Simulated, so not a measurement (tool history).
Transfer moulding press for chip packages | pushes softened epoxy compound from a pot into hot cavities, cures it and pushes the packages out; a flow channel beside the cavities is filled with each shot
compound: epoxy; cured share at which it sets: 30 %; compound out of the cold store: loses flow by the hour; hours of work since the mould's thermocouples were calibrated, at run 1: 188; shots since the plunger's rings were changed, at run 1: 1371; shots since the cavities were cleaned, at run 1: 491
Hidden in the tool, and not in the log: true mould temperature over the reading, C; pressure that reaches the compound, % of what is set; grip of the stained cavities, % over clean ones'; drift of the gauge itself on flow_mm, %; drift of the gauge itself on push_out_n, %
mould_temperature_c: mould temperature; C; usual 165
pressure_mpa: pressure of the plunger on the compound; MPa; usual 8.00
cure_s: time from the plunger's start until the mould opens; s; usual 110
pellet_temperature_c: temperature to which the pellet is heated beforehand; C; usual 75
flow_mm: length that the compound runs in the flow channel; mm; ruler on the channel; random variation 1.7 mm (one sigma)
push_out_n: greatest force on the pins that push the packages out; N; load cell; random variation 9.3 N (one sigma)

run,hour,mould_temperature_c,pressure_mpa,cure_s,pellet_temperature_c,hours of work since the mould's thermocouples were calibrated,shots since the plunger's rings were changed,shots since the cavities were cleaned,incoming compound's hours out of the cold store,flow_mm,push_out_n
1,0.0,165,8.00,110,75,188,1371,491,42.0,570,870
# hour 20.1: cavities cleaned with cleaning compound and waxed
2,29.1,165,8.00,110,75,206,1702,107,9.7,623,607
3,67.0,165,7.01,110,75,232,2156,561,32.7,544,903
# hour 80.8: cavities cleaned with cleaning compound and waxed
4,94.9,165,7.02,110,75,250,2472,169,43.3,524,669
# hour 115.0: plunger's sealing rings changed
5,135.9,165,7.02,110,75,276,250,631,44.2,536,889
# hour 144.7: cavities cleaned with cleaning compound and waxed
6,164.3,165,7.02,110,75,294,572,234,34.6,553,708
7,196.9,159,8.00,110,75,317,963,625,45.4,576,1247
# hour 206.4: cavities cleaned with cleaning compound and waxed
8,215.4,159,8.00,110,75,328,1167,108,44.8,579,778
9,238.7,159,8.00,110,75,344,1445,386,9.8,635,1244
# hour 267.1: cavities cleaned with cleaning compound and waxed
10,271.9,159,8.00,110,75,366,1826,58,11.3,634,779
11,302.6,166,8.00,110,75,386,2194,426,32.7,575,802
# hour 329.0: cavities cleaned with cleaning compound and waxed
12,333.0,166,8.00,110,75,406,2540,48,16.7,600,503
# hour 347.8: plunger's sealing rings changed
13,369.7,165,8.00,110,75,429,263,458,33.3,596,804
# hour 393.2: cavities cleaned with cleaning compound and waxed
14,399.5,164,8.00,110,75,448,602,75,40.6,580,558
15,434.4,164,8.00,110,75,472,1020,493,12.6,630,898
# hour 453.8: cavities cleaned with cleaning compound and waxed
16,474.2,165,7.95,110,75,498,1480,245,44.4,563,683
17,504.7,169,9.78,110,81,519,1844,609,12.0,675,801
# hour 516.3: cavities cleaned with cleaning compound and waxed
18,523.6,169,9.78,110,81,531,2054,89,12.9,668,492
19,555.3,165,8.00,104,76,552,2433,468,19.4,600,910
# hour 579.8: plunger's sealing rings changed
# hour 581.3: cavities cleaned with cleaning compound and waxed
20,595.5,169,8.00,97,75,577,171,171,45.5,566,638
21,615.0,172,9.97,110,71,590,405,405,38.9,637,692
# hour 642.6: cavities cleaned with cleaning compound and waxed
22,642.6,172,9.97,110,71,608,718,0,40.2,633,361
23,675.6,172,9.97,110,71,630,1113,395,39.2,630,679
24,695.5,167,9.97,110,72,644,1352,634,28.4,657,817
# hour 701.1: mould's thermocouples calibrated
# hour 707.6: cavities cleaned with cleaning compound and waxed
25,733.0,167,9.97,110,72,21,1759,305,9.5,690,748
# hour 769.2: cavities cleaned with cleaning compound and waxed
26,773.4,165,8.00,99,75,47,2225,50,13.9,610,598
27,789.9,165,6.34,143,75,58,2423,248,41.3,501,590

Forecast each of these 5 alternatives for the next run:
A,806.0,164,8.29,110,70,69,2615,440,21.3,?,?
B,806.0,165,9.64,110,75,69,2615,440,33.7,?,?
C,806.0,165,7.27,96,75,69,2615,440,15.4,?,?
D,806.0,165,9.28,132,75,69,2615,440,42.3,?,?
E,806.0,162,7.68,143,82,69,2615,440,18.7,?,?

run,flow_mm,push_out_n
A,605,892
B,629,837
C,576,1107
D,600,719
E,592,731
Without the tool's hidden state the same runs would have given:
run,flow_mm,push_out_n
A,632,449
B,657,421
C,602,559
D,626,358
E,618,365
